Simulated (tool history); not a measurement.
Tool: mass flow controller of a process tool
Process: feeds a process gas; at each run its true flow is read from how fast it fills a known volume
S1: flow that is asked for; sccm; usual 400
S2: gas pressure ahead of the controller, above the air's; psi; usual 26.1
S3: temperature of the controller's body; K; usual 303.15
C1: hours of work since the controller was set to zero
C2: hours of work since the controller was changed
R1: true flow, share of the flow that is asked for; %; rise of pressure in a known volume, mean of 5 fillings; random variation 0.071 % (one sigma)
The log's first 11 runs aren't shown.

{"run": 12, "day": 140.808, "S1": 400, "S2": 26.1, "S3": 303.15, "C1": 6031, "C2": 6031, "R1": 99.78}
{"run": 13, "day": 151.321, "S1": 400, "S2": 26.1, "S3": 303.15, "C1": 6180, "C2": 6180, "R1": 99.74}
{"run": 14, "day": 161.796, "S1": 400, "S2": 26.1, "S3": 303.15, "C1": 6328, "C2": 6328, "R1": 99.76}
{"run": 15, "day": 179.454, "S1": 400, "S2": 26.1, "S3": 303.15, "C1": 6578, "C2": 6578, "R1": 99.99}
{"run": 16, "day": 194.829, "S1": 400, "S2": 26.1, "S3": 307.15, "C1": 6796, "C2": 6796, "R1": 100.07}
{"run": 17, "day": 210.388, "S1": 400, "S2": 26.1, "S3": 307.15, "C1": 7016, "C2": 7016, "R1": 100.07}
{"run": 18, "day": 221.483, "S1": 400, "S2": 26.1, "S3": 303.15, "C1": 7173, "C2": 7173, "R1": 99.88}
{"run": 19, "day": 231.217, "S1": 400, "S2": 26.1, "S3": 303.15, "C1": 7311, "C2": 7311, "R1": 99.79}
{"run": 20, "day": 243.896, "S1": 400, "S2": 26.1, "S3": 293.15, "C1": 7491, "C2": 7491, "R1": 99.33}
{"run": 21, "day": 251.708, "S1": 400, "S2": 39.2, "S3": 293.15, "C1": 7601, "C2": 7601, "R1": 98.76}
{"run": 22, "day": 259.479, "S1": 131, "S2": 26.1, "S3": 303.15, "C1": 7711, "C2": 7711, "R1": 98.52}
{"day": 275.079, "done": "controller's zero set anew"}
{"run": 23, "day": 276.312, "S1": 400, "S2": 26.1, "S3": 303.15, "C1": 17, "C2": 7949, "R1": 99.89}
{"run": 24, "day": 289.188, "S1": 400, "S2": 26.1, "S3": 303.15, "C1": 200, "C2": 8132, "R1": 99.84}
{"run": 25, "day": 299.875, "S1": 122, "S2": 25.4, "S3": 296.15, "C1": 351, "C2": 8283, "R1": 98.16}
{"run": 26, "day": 310.229, "S1": 214, "S2": 24.2, "S3": 313.15, "C1": 498, "C2": 8429, "R1": 99.37}
{"run": 27, "day": 322.879, "S1": 214, "S2": 24.2, "S3": 313.15, "C1": 677, "C2": 8609, "R1": 99.46}
{"run": 28, "day": 331.521, "S1": 382, "S2": 24.2, "S3": 313.15, "C1": 799, "C2": 8731, "R1": 100.3}
{"run": 29, "day": 346.362, "S1": 182, "S2": 24.2, "S3": 303.15, "C1": 1009, "C2": 8941, "R1": 98.85}
{"run": 30, "day": 357.696, "S1": 106, "S2": 37.3, "S3": 303.15, "C1": 1170, "C2": 9102, "R1": 97.76}

The next listed run, before its measurement:
{"run": 31, "day": 369.554, "S1": 106, "S2": 37.3, "S3": 303.15, "C1": 1338, "C2": 9269, "R1": "?"}

R1: 97.8 %
Without the tool's hidden state the same run would have given R1 97.8 %.

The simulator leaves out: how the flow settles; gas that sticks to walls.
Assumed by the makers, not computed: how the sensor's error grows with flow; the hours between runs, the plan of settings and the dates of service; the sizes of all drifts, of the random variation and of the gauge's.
